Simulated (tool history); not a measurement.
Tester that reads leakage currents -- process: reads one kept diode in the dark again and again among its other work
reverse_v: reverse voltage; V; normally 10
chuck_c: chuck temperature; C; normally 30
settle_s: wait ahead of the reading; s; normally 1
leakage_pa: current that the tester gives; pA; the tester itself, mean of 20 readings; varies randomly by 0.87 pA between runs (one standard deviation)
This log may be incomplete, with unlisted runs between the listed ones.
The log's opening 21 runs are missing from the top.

run,hour,reverse_v,chuck_c,settle_s,hours of work since the probe card was cleaned,hours of work since the tester was calibrated,hours of work since the chuck was calibrated,leakage_pa
22,2203.9,3.6,30,5.16,2182,3032,1701,207.9
# hour 2214.1: probe card cleaned and baked
# hour 2330.2: tester calibrated
23,2334.1,1.6,43,6.42,70,2,1775,420.35
24,2465,1.6,43,6.42,148,80,1853,417.89
25,2532.1,20,55,9.18,188,120,1893,2111.51
# hour 2610.3: probe card cleaned and baked, once more
26,2646.6,2.6,47,9,22,186,1959,635.1
27,2738.3,6,30,1,76,241,2014,232.51
28,2823.5,6,30,1,127,291,2064,231.92
29,2902.4,10,35,1,174,338,2111,398.5
# hour 3012.1: chuck's temperature calibrated
30,3051.6,10,35,1,261,426,23,425.34
31,3188.1,10.7,50,0.78,342,507,105,1278.82
32,3266.2,10,28,1,389,553,151,248.59

Consider 5 possible next runs. They are alternatives, not a sequence: every one starts from the tool as it was left by run 32. What does each give?
A,3395.7,12.2,26,4.04,466,630,228,?
B,3395.7,11.4,45,6.08,466,630,228,?
C,3395.7,12.8,52,0.88,466,630,228,?
D,3395.7,10,59,1,466,630,228,?
E,3395.7,10,38,1,466,630,228,?

run,leakage_pa
A,224.9
B,915.36
C,1544.36
D,2273.6
E,530.13
Without the tool's hidden state the same runs would have given:
run,leakage_pa
A,223.35
B,919.26
C,1552.2
D,2286.93
E,531.6
